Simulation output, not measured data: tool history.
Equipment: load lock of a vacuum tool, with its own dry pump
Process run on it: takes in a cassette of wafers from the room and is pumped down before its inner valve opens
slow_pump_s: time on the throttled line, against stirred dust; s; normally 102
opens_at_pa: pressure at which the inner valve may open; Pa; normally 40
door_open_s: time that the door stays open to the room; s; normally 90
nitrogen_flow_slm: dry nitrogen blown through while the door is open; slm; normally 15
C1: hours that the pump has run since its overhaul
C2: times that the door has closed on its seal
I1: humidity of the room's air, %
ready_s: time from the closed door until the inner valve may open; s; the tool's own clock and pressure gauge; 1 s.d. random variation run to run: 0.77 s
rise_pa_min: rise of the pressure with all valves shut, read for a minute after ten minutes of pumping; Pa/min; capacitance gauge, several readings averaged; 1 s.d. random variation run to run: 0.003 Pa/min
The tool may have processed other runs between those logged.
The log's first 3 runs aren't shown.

run 4 day=25.325 | slow_pump_s=102 opens_at_pa=40 door_open_s=90 nitrogen_flow_slm=15 | C1=7084 C2=5030 | I1=45.5 | ready_s=152.1 rise_pa_min=0.065
run 5 day=37.825 | slow_pump_s=102 opens_at_pa=40 door_open_s=90 nitrogen_flow_slm=15 | C1=7384 C2=5378 | I1=44.7 | ready_s=149.9 rise_pa_min=0.065
run 6 day=53.554 | slow_pump_s=102 opens_at_pa=40 door_open_s=90 nitrogen_flow_slm=15 | C1=7762 C2=5817 | I1=48.3 | ready_s=152.0 rise_pa_min=0.076
run 7 day=61.950 | slow_pump_s=102 opens_at_pa=40 door_open_s=90 nitrogen_flow_slm=15 | C1=7963 C2=6051 | I1=45.2 | ready_s=151.5 rise_pa_min=0.073
run 8 day=70.500 | slow_pump_s=102 opens_at_pa=40 door_open_s=90 nitrogen_flow_slm=15 | C1=8168 C2=6289 | I1=43.1 | ready_s=153.3 rise_pa_min=0.072
run 9 day=82.471 | slow_pump_s=102 opens_at_pa=40 door_open_s=90 nitrogen_flow_slm=15 | C1=8456 C2=6622 | I1=44.3 | ready_s=151.3 rise_pa_min=0.075
run 10 day=93.121 | slow_pump_s=102 opens_at_pa=40 door_open_s=90 nitrogen_flow_slm=15 | C1=8711 C2=6919 | I1=45.0 | ready_s=151.5 rise_pa_min=0.080
run 11 day=101.850 | slow_pump_s=102 opens_at_pa=40 door_open_s=90 nitrogen_flow_slm=15 | C1=8921 C2=7162 | I1=43.4 | ready_s=151.6 rise_pa_min=0.084
run 12 day=110.204 | slow_pump_s=102 opens_at_pa=40 door_open_s=90 nitrogen_flow_slm=15 | C1=9121 C2=7395 | I1=48.6 | ready_s=152.7 rise_pa_min=0.082
run 13 day=120.862 | slow_pump_s=102 opens_at_pa=47 door_open_s=90 nitrogen_flow_slm=15 | C1=9377 C2=7692 | I1=44.9 | ready_s=151.6 rise_pa_min=0.086
run 14 day=129.362 | slow_pump_s=102 opens_at_pa=59 door_open_s=90 nitrogen_flow_slm=15 | C1=9581 C2=7929 | I1=44.4 | ready_s=149.4 rise_pa_min=0.089
run 15 day=137.479 | slow_pump_s=102 opens_at_pa=59 door_open_s=90 nitrogen_flow_slm=15 | C1=9776 C2=8155 | I1=42.6 | ready_s=149.8 rise_pa_min=0.087
run 16 day=145.338 | slow_pump_s=102 opens_at_pa=40 door_open_s=90 nitrogen_flow_slm=15 | C1=9965 C2=8374 | I1=45.3 | ready_s=154.4 rise_pa_min=0.091
run 17 day=158.625 | slow_pump_s=102 opens_at_pa=40 door_open_s=51 nitrogen_flow_slm=15 | C1=10283 C2=8744 | I1=47.4 | ready_s=152.6 rise_pa_min=0.086
run 18 day=174.575 | slow_pump_s=102 opens_at_pa=40 door_open_s=51 nitrogen_flow_slm=15 | C1=10666 C2=9189 | I1=43.5 | ready_s=154.0 rise_pa_min=0.086
run 19 day=184.029 | slow_pump_s=102 opens_at_pa=40 door_open_s=51 nitrogen_flow_slm=15 | C1=10893 C2=9452 | I1=44.7 | ready_s=153.3 rise_pa_min=0.089
run 20 day=192.475 | slow_pump_s=171 opens_at_pa=40 door_open_s=139 nitrogen_flow_slm=15 | C1=11096 C2=9688 | I1=43.7 | ready_s=207.7 rise_pa_min=0.115
run 21 day=203.846 | slow_pump_s=102 opens_at_pa=40 door_open_s=124 nitrogen_flow_slm=35 | C1=11369 C2=10004 | I1=46.7 | ready_s=154.8 rise_pa_min=0.106
run 22 day=214.375 | slow_pump_s=102 opens_at_pa=40 door_open_s=124 nitrogen_flow_slm=35 | C1=11621 C2=10298 | I1=45.4 | ready_s=156.4 rise_pa_min=0.107
run 23 day=224.496 | slow_pump_s=85 opens_at_pa=49 door_open_s=66 nitrogen_flow_slm=10 | C1=11864 C2=10580 | I1=40.4 | ready_s=140.5 rise_pa_min=0.109
run 24 day=237.004 | slow_pump_s=160 opens_at_pa=44 door_open_s=90 nitrogen_flow_slm=39 | C1=12164 C2=10928 | I1=44.6 | ready_s=198.1 rise_pa_min=0.107
run 25 day=244.050 | slow_pump_s=117 opens_at_pa=74 door_open_s=90 nitrogen_flow_slm=39 | C1=12334 C2=11125 | I1=44.0 | ready_s=160.7 rise_pa_min=0.108
run 26 day=254.408 | slow_pump_s=91 opens_at_pa=36 door_open_s=233 nitrogen_flow_slm=35 | C1=12582 C2=11413 | I1=47.1 | ready_s=148.0 rise_pa_min=0.133

What does the tool deliver on the next run?
run 27 day=264.604 | slow_pump_s=102 opens_at_pa=40 door_open_s=225 nitrogen_flow_slm=20 | C1=12827 C2=11698 | I1=45.2 | ready_s=? rise_pa_min=?

ready_s: 155.2 s
rise_pa_min: 0.140 Pa/min
With the hidden condition absent and the run-to-run variation left alone, this run would have shown ready_s 146.7 s, rise_pa_min 0.047 Pa/min.
